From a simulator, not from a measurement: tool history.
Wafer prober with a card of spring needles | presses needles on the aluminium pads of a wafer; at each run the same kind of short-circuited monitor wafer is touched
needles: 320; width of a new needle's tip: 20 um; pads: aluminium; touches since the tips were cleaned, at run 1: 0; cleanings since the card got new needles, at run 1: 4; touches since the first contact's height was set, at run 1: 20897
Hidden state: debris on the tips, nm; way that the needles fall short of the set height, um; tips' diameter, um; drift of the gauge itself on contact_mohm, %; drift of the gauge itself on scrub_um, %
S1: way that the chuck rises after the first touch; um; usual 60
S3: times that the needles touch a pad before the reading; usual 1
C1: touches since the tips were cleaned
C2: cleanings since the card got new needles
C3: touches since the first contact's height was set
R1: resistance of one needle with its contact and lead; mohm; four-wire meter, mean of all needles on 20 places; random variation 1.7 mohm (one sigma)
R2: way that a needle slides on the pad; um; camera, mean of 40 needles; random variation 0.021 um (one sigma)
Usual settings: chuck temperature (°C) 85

Run 1, day 0.000: usual settings; C1 0; C2 4; C3 20897. Result: R1 185 mohm, R2 11.66 um.
At day 0.679: tips cleaned on abrasive film.
At day 1.379: tips cleaned on abrasive film.
Run 2, day 1.429: usual settings but S3 2; C1 356; C2 6; C3 30615. Result: R1 196 mohm, R2 11.65 um.
At day 2.075: tips cleaned on abrasive film.
Run 3, day 2.492: usual settings but S3 2; C1 2845; C2 7; C3 37822. Result: R1 263 mohm, R2 11.62 um.
At day 2.817: tips cleaned on abrasive film.
At day 3.533: tips cleaned on abrasive film.
Run 4, day 3.638: usual settings; C1 706; C2 9; C3 45603. Result: R1 233 mohm, R2 11.54 um.
At day 4.238: tips cleaned on abrasive film.
At day 4.904: tips cleaned on abrasive film.
At day 5.650: tips cleaned on abrasive film.
Run 5, day 5.804: usual settings but S3 2; C1 1060; C2 12; C3 60309. Result: R1 220 mohm, R2 11.58 um.
At day 6.383: tips cleaned on abrasive film.
At day 7.033: tips cleaned on abrasive film.
Run 6, day 7.033: usual settings but S3 2; C1 0; C2 14; C3 68660. Result: R1 184 mohm, R2 11.54 um.
At day 7.700: tips cleaned on abrasive film.
At day 8.500: tips cleaned on abrasive film.
Run 7, day 8.521: usual settings but S3 2; C1 170; C2 16; C3 78768. Result: R1 197 mohm, R2 11.50 um.
At day 9.238: tips cleaned on abrasive film.
At day 9.967: tips cleaned on abrasive film.
Run 8, day 10.071: usual settings but chuck temperature (°C) 92; C1 711; C2 18; C3 89297. Result: R1 234 mohm, R2 11.52 um.
At day 10.717: tips cleaned on abrasive film.
At day 11.512: tips cleaned on abrasive film.
Run 9, day 11.550: usual settings; C1 265; C2 20; C3 99338. Result: R1 214 mohm, R2 11.44 um.
At day 12.262: tips cleaned on abrasive film.
At day 13.012: tips cleaned on abrasive film.
Run 10, day 13.600: usual settings; C1 4013; C2 22; C3 113273. Result: R1 351 mohm, R2 11.38 um.
At day 13.767: tips cleaned on abrasive film.
At day 14.412: tips cleaned on abrasive film.
At day 15.117: tips cleaned on abrasive film.
Run 11, day 15.254: usual settings but chuck temperature (°C) 113; C1 943; C2 25; C3 124501. Result: R1 252 mohm, R2 11.42 um.
At day 15.825: tips cleaned on abrasive film.
At day 16.471: tips cleaned on abrasive film.
At day 17.221: tips cleaned on abrasive film.
Run 12, day 17.571: usual settings but chuck temperature (°C) 113; C1 2394; C2 28; C3 140225. Result: R1 310 mohm, R2 11.33 um.
At day 17.892: tips cleaned on abrasive film.
Run 13, day 18.533: usual settings but chuck temperature (°C) 113; C1 4366; C2 29; C3 146758. Result: R1 361 mohm, R2 11.35 um.
At day 18.696: tips cleaned on abrasive film.
At day 19.404: tips cleaned on abrasive film.
Run 14, day 19.854: usual settings but chuck temperature (°C) 113; C1 3078; C2 31; C3 155730. Result: R1 338 mohm, R2 11.30 um.
At day 20.121: tips cleaned on abrasive film.
At day 20.883: tips cleaned on abrasive film.
Run 15, day 21.067: usual settings but chuck temperature (°C) 113; C1 1241; C2 33; C3 163961. Result: R1 266 mohm, R2 11.28 um.
At day 21.596: tips cleaned on abrasive film.
At day 22.246: tips cleaned on abrasive film.
Run 16, day 22.571: usual settings but S1 67 um, chuck temperature (°C) 39, S3 2; C1 2219; C2 35; C3 174171. Result: R1 231 mohm, R2 12.62 um.
At day 22.996: tips cleaned on abrasive film.
At day 23.300: height of the first contact set anew.
At day 23.729: tips cleaned on abrasive film.
Run 17, day 24.104: usual settings but S1 66 um; C1 2542; C2 37; C3 5456. Result: R1 290 mohm, R2 12.85 um.
At day 24.429: tips cleaned on abrasive film.
At day 25.125: tips cleaned on abrasive film.
Run 18, day 25.125: usual settings but S1 44 um, chuck temperature (°C) 29; C1 0; C2 39; C3 12390. Result: R1 218 mohm, R2 8.54 um.
At day 25.771: tips cleaned on abrasive film.
Run 19, day 26.204: usual settings but S1 42 um, chuck temperature (°C) 29; C1 2967; C2 40; C3 19733. Result: R1 465 mohm, R2 8.17 um.
At day 26.521: tips cleaned on abrasive film.
At day 27.267: tips cleaned on abrasive film.
At day 27.946: tips cleaned on abrasive film.
Run 20, day 28.542: usual settings but S1 59 um, S3 3; C1 4069; C2 43; C3 35611. Result: R1 247 mohm, R2 11.46 um.
At day 28.679: tips cleaned on abrasive film.
At day 29.379: tips cleaned on abrasive film.
Run 21, day 29.983: usual settings but S1 59 um, S3 3; C1 4130; C2 45; C3 45389. Result: R1 248 mohm, R2 11.42 um.
At day 30.142: tips cleaned on abrasive film.
At day 30.788: tips cleaned on abrasive film.
At day 31.517: tips cleaned on abrasive film.
Run 22, day 31.917: usual settings but S1 59 um, chuck temperature (°C) 57, S3 2; C1 2750; C2 48; C3 58517. Result: R1 264 mohm, R2 11.34 um.
At day 32.192: tips cleaned on abrasive film.
At day 32.950: tips cleaned on abrasive film.
At day 33.692: tips cleaned on abrasive film.
Run 23, day 34.083: usual settings but S1 51 um, chuck temperature (°C) 47; C1 2686; C2 51; C3 73222. Result: R1 387 mohm, R2 9.77 um.
At day 34.354: tips cleaned on abrasive film.
At day 35.021: tips cleaned on abrasive film.
Run 24, day 35.658: usual settings but S1 62 um, chuck temperature (°C) 68; C1 4355; C2 53; C3 83937. Result: R1 360 mohm, R2 11.88 um.
At day 35.825: tips cleaned on abrasive film.
At day 36.588: tips cleaned on abrasive film.
At day 37.329: tips cleaned on abrasive film.
Run 25, day 37.800: usual settings but S1 42 um, chuck temperature (°C) 80; C1 3202; C2 56; C3 98463. Result: R1 510 mohm, R2 7.94 um.
At day 38.125: tips cleaned on abrasive film.
At day 38.929: tips cleaned on abrasive film.
At day 39.608: tips cleaned on abrasive film.
Run 26, day 39.608: usual settings but chuck temperature (°C) 107; C1 0; C2 59; C3 110732. Result: R1 199 mohm, R2 11.42 um.
At day 40.379: tips cleaned on abrasive film.
At day 41.050: tips cleaned on abrasive film.
Run 27, day 41.050: usual settings but chuck temperature (°C) 107; C1 0; C2 61; C3 120521. Result: R1 207 mohm, R2 11.40 um.
At day 41.829: tips cleaned on abrasive film.
At day 42.521: tips cleaned on abrasive film.
Run 28, day 42.521: usual settings; C1 0; C2 63; C3 130497. Result: R1 190 mohm, R2 11.39 um.
At day 43.175: tips cleaned on abrasive film.
At day 43.838: tips cleaned on abrasive film.
Run 29, day 44.108: usual settings; C1 1860; C2 65; C3 141307. Result: R1 300 mohm, R2 11.33 um.
At day 44.608: tips cleaned on abrasive film.
At day 45.354: tips cleaned on abrasive film.
At day 46.112: tips cleaned on abrasive film.
Run 30, day 46.450: usual settings but S1 73 um, chuck temperature (°C) 59, S3 2; C1 2311; C2 68; C3 157220. Result: R1 229 mohm, R2 13.86 um.

Forecast each of these 3 alternatives for the next run:
At day 46.775: tips cleaned on abrasive film.
At day 47.521: tips cleaned on abrasive film.
At day 48.283: tips cleaned on abrasive film.
Run A, day 48.492: usual settings but S1 48 um, chuck temperature (°C) 73, S3 2; C1 1424; C2 71; C3 171062. Result: R1 ?, R2 ?.
At day 46.775: tips cleaned on abrasive film.
At day 47.521: tips cleaned on abrasive film.
At day 48.283: tips cleaned on abrasive film.
Run B, day 48.492: usual settings but S3 3; C1 1424; C2 71; C3 171062. Result: R1 ?, R2 ?.
At day 46.775: tips cleaned on abrasive film.
At day 47.521: tips cleaned on abrasive film.
At day 48.283: tips cleaned on abrasive film.
Run C, day 48.492: usual settings but S1 41 um, chuck temperature (°C) 59; C1 1424; C2 71; C3 171062. Result: R1 ?, R2 ?.

run   R1     R2
  A  286   8.92
  B  223  11.28
  C  421   7.57
Without the tool's hidden state the same runs would have given:
run   R1     R2
  A  182   9.39
  B  181  11.74
  C  186   8.03
